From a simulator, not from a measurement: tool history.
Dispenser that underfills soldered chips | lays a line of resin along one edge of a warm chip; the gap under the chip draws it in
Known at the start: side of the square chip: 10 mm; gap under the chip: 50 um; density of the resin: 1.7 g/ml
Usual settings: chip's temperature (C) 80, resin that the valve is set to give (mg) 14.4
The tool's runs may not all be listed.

run	day	chip's temperature (C)	resin that the valve is set to give (mg)	time until the resin shows at the far edge (s)	resin that the valve gave (mg)
1	0.000	80	14.4	172.1	13.88
2	0.508	80	14.4	119.6	13.95
3	0.896	80	17.6	116.2	16.84
4	1.246	80	17.6	169.2	16.94
5	1.579	80	16.6	153.4	15.97
6	1.908	80	13.4	146.5	12.76
7	2.192	80	14.4	118.8	13.69
8	2.692	80	14.4	130.7	13.43
9	3.038	80	14.4	122.1	13.48
10	3.375	80	14.4	180.4	13.40
11	3.879	80	15.5	114.0	15.43
12	4.162	80	14.4	156.8	14.19
13	4.654	80	14.4	173.6	14.25
14	5.121	80	14.4	117.2	14.12
15	5.325	80	14.4	149.3	14.10
16	5.692	81	14.4	133.0	14.05
17	6.042	81	14.4	126.7	14.11
18	6.267	81	14.4	161.7	13.96
19	6.650	66	13.4	341.0	12.84
20	6.925	66	13.4	292.6	12.88
21	7.171	74	14.2	155.1	13.54
22	7.471	73	17.4	223.6	16.64
23	7.717	69	17.6	233.8	16.65
24	8.188	65	16.3	317.5	15.33
25	8.454	80	15.6	121.3	14.63
26	8.875	80	13.7	124.7	12.72
27	9.079	80	13.7	154.6	12.75
28	9.529	80	13.7	155.1	13.70
29	10.021	75	14.1	216.5	14.01
30	10.425	75	17.3	216.0	17.07
31	10.688	75	17.3	178.5	17.11
32	10.925	66	17.9	227.5	17.54
33	11.129	84	12.3	119.8	12.12
34	11.354	94	16.9	57.5	16.47
35	11.771	94	16.9	61.1	16.40

Not shown: 31 entries that the log had between the listed runs. Between which runs, and how does the tool's hidden state differ before and after?
Between runs 1 and 2: new syringe of resin (day 0.079); new syringe of resin (day 0.496)
  resin's viscosity, % of fresh resin's: 144.5 -> 101.8; dose that the valve gives, % of what is set: 97.35 -> 96.74; true chip temperature over the reading, C: 0.03 -> 0.07
  measured less the result without the state, time until the resin shows at the far edge (s): +53.2 -> +2.0; resin that the valve gave (mg): -0.38 -> -0.47
Between runs 2 and 3: new syringe of resin (day 0.896)
  resin's viscosity, % of fresh resin's: 101.8 -> 100.2; dose that the valve gives, % of what is set: 96.74 -> 96.25; true chip temperature over the reading, C: 0.07 -> 0.1
  measured less the result without the state, time until the resin shows at the far edge (s): +2.0 -> -0.3; resin that the valve gave (mg): -0.47 -> -0.66
Between runs 4 and 5: new syringe of resin (day 1.329)
  resin's viscosity, % of fresh resin's: 148.7 -> 132; dose that the valve gives, % of what is set: 95.81 -> 95.42; true chip temperature over the reading, C: 0.13 -> 0.16
  measured less the result without the state, time until the resin shows at the far edge (s): +54.8 -> +36.5; resin that the valve gave (mg): -0.75 -> -0.77
Between runs 5 and 6: new syringe of resin (day 1.738)
  resin's viscosity, % of fresh resin's: 132 -> 122.1; dose that the valve gives, % of what is set: 95.42 -> 94.98; true chip temperature over the reading, C: 0.16 -> 0.18
  measured less the result without the state, time until the resin shows at the far edge (s): +36.5 -> +26.3; resin that the valve gave (mg): -0.77 -> -0.68
Between runs 6 and 7: new syringe of resin (day 2.171)
  resin's viscosity, % of fresh resin's: 122.1 -> 102.2; dose that the valve gives, % of what is set: 94.98 -> 94.63; true chip temperature over the reading, C: 0.18 -> 0.21
  measured less the result without the state, time until the resin shows at the far edge (s): +26.3 -> +2.0; resin that the valve gave (mg): -0.68 -> -0.78
Between runs 7 and 8: new syringe of resin (day 2.583)
  resin's viscosity, % of fresh resin's: 102.2 -> 112.5; dose that the valve gives, % of what is set: 94.63 -> 93.97; true chip temperature over the reading, C: 0.21 -> 0.24
  measured less the result without the state, time until the resin shows at the far edge (s): +2.0 -> +13.9; resin that the valve gave (mg): -0.78 -> -0.86
Between runs 8 and 9: new syringe of resin (day 2.992)
  resin's viscosity, % of fresh resin's: 112.5 -> 105.9; dose that the valve gives, % of what is set: 93.97 -> 93.56; true chip temperature over the reading, C: 0.24 -> 0.27
  measured less the result without the state, time until the resin shows at the far edge (s): +13.9 -> +6.0; resin that the valve gave (mg): -0.86 -> -0.93
Between runs 10 and 11: new syringe of resin (day 3.429); dispensing valve cleaned and set on the balance (day 3.638); new syringe of resin (day 3.879)
  resin's viscosity, % of fresh resin's: 154.8 -> 99.7; dose that the valve gives, % of what is set: 93.1 -> 99.8; true chip temperature over the reading, C: 0.3 -> 0.34
  measured less the result without the state, time until the resin shows at the far edge (s): +63.1 -> -2.3; resin that the valve gave (mg): -1.00 -> -0.03
Between runs 12 and 13: new syringe of resin (day 4.292)
  resin's viscosity, % of fresh resin's: 136.9 -> 151.8; dose that the valve gives, % of what is set: 99.42 -> 98.79; true chip temperature over the reading, C: 0.36 -> 0.4
  measured less the result without the state, time until the resin shows at the far edge (s): +40.3 -> +57.1; resin that the valve gave (mg): -0.09 -> -0.17
Between runs 13 and 14: new syringe of resin (day 4.704); new syringe of resin (day 5.108)
  resin's viscosity, % of fresh resin's: 151.8 -> 101.9; dose that the valve gives, % of what is set: 98.79 -> 98.22; true chip temperature over the reading, C: 0.4 -> 0.43
  measured less the result without the state, time until the resin shows at the far edge (s): +57.1 -> -0.1; resin that the valve gave (mg): -0.17 -> -0.26
Between runs 15 and 16: new syringe of resin (day 5.517)
  resin's viscosity, % of fresh resin's: 128.2 -> 122.2; dose that the valve gives, % of what is set: 97.93 -> 97.51; true chip temperature over the reading, C: 0.45 -> 0.48
  measured less the result without the state, time until the resin shows at the far edge (s): +30.4 -> +21.9; resin that the valve gave (mg): -0.30 -> -0.35
Between runs 16 and 17: new syringe of resin (day 5.917)
  resin's viscosity, % of fresh resin's: 122.2 -> 114.9; dose that the valve gives, % of what is set: 97.51 -> 97.08; true chip temperature over the reading, C: 0.48 -> 0.51
  measured less the result without the state, time until the resin shows at the far edge (s): +21.9 -> +14.0; resin that the valve gave (mg): -0.35 -> -0.42
Between runs 18 and 19: new syringe of resin (day 6.325)
  resin's viscosity, % of fresh resin's: 148.4 -> 144.8; dose that the valve gives, % of what is set: 96.78 -> 96.31; true chip temperature over the reading, C: 0.53 -> 0.56
  measured less the result without the state, time until the resin shows at the far edge (s): +50.3 -> +99.5; resin that the valve gave (mg): -0.46 -> -0.49
Between runs 19 and 20: new syringe of resin (day 6.733)
  resin's viscosity, % of fresh resin's: 144.8 -> 123.3; dose that the valve gives, % of what is set: 96.31 -> 95.93; true chip temperature over the reading, C: 0.56 -> 0.58
  measured less the result without the state, time until the resin shows at the far edge (s): +99.5 -> +49.2; resin that the valve gave (mg): -0.49 -> -0.55
Between runs 20 and 21: new syringe of resin (day 7.162)
  resin's viscosity, % of fresh resin's: 123.3 -> 101.1; dose that the valve gives, % of what is set: 95.93 -> 95.6; true chip temperature over the reading, C: 0.58 -> 0.6
  measured less the result without the state, time until the resin shows at the far edge (s): +49.2 -> -2.4; resin that the valve gave (mg): -0.55 -> -0.62
Between runs 22 and 23: new syringe of resin (day 7.562)
  resin's viscosity, % of fresh resin's: 141.6 -> 119.6; dose that the valve gives, % of what is set: 95.19 -> 94.89; true chip temperature over the reading, C: 0.62 -> 0.64
  measured less the result without the state, time until the resin shows at the far edge (s): +60.7 -> +31.8; resin that the valve gave (mg): -0.84 -> -0.90
Between runs 23 and 24: new syringe of resin (day 7.967)
  resin's viscosity, % of fresh resin's: 119.6 -> 129.1; dose that the valve gives, % of what is set: 94.89 -> 94.28; true chip temperature over the reading, C: 0.64 -> 0.69
  measured less the result without the state, time until the resin shows at the far edge (s): +31.8 -> +63.0; resin that the valve gave (mg): -0.90 -> -0.93
Between runs 24 and 25: new syringe of resin (day 8.396)
  resin's viscosity, % of fresh resin's: 129.1 -> 105.8; dose that the valve gives, % of what is set: 94.28 -> 93.9; true chip temperature over the reading, C: 0.69 -> 0.71
  measured less the result without the state, time until the resin shows at the far edge (s): +63.0 -> +3.1; resin that the valve gave (mg): -0.93 -> -0.95
Between runs 25 and 26: new syringe of resin (day 8.800)
  resin's viscosity, % of fresh resin's: 105.8 -> 108.1; dose that the valve gives, % of what is set: 93.9 -> 93.4; true chip temperature over the reading, C: 0.71 -> 0.74
  measured less the result without the state, time until the resin shows at the far edge (s): +3.1 -> +6.1; resin that the valve gave (mg): -0.95 -> -0.91
Between runs 27 and 28: new syringe of resin (day 9.204); dispensing valve cleaned and set on the balance (day 9.421)
  resin's viscosity, % of fresh resin's: 136.2 -> 137; dose that the valve gives, % of what is set: 93.14 -> 100.03; true chip temperature over the reading, C: 0.76 -> 0.79
  measured less the result without the state, time until the resin shows at the far edge (s): +37.9 -> +37.3; resin that the valve gave (mg): -0.93 -> +0.00
Between runs 28 and 29: new syringe of resin (day 9.658)
  resin's viscosity, % of fresh resin's: 137 -> 151.5; dose that the valve gives, % of what is set: 100.03 -> 99.41; true chip temperature over the reading, C: 0.79 -> 0.83
  measured less the result without the state, time until the resin shows at the far edge (s): +37.3 -> +67.5; resin that the valve gave (mg): +0.00 -> -0.08
Between runs 29 and 30: new syringe of resin (day 10.079)
  resin's viscosity, % of fresh resin's: 151.5 -> 149.5; dose that the valve gives, % of what is set: 99.41 -> 98.92; true chip temperature over the reading, C: 0.83 -> 0.86
  measured less the result without the state, time until the resin shows at the far edge (s): +67.5 -> +65.1; resin that the valve gave (mg): -0.08 -> -0.19
Between runs 30 and 31: new syringe of resin (day 10.500)
  resin's viscosity, % of fresh resin's: 149.5 -> 124.4; dose that the valve gives, % of what is set: 98.92 -> 98.59; true chip temperature over the reading, C: 0.86 -> 0.88
  measured less the result without the state, time until the resin shows at the far edge (s): +65.1 -> +28.5; resin that the valve gave (mg): -0.19 -> -0.25
Between runs 31 and 32: new syringe of resin (day 10.917)
  resin's viscosity, % of fresh resin's: 124.4 -> 100.7; dose that the valve gives, % of what is set: 98.59 -> 98.29; true chip temperature over the reading, C: 0.88 -> 0.9
  measured less the result without the state, time until the resin shows at the far edge (s): +28.5 -> -9.6; resin that the valve gave (mg): -0.25 -> -0.30
Between runs 33 and 34: new syringe of resin (day 11.329)
  resin's viscosity, % of fresh resin's: 126.8 -> 102.4; dose that the valve gives, % of what is set: 98.05 -> 97.79; true chip temperature over the reading, C: 0.92 -> 0.94
  measured less the result without the state, time until the resin shows at the far edge (s): +21.5 -> -1.1; resin that the valve gave (mg): -0.24 -> -0.37
Between runs 34 and 35: new syringe of resin (day 11.733)
  resin's viscosity, % of fresh resin's: 102.4 -> 105.5; dose that the valve gives, % of what is set: 97.79 -> 97.24; true chip temperature over the reading, C: 0.94 -> 0.97
  measured less the result without the state, time until the resin shows at the far edge (s): -1.1 -> +0.6; resin that the valve gave (mg): -0.37 -> -0.47
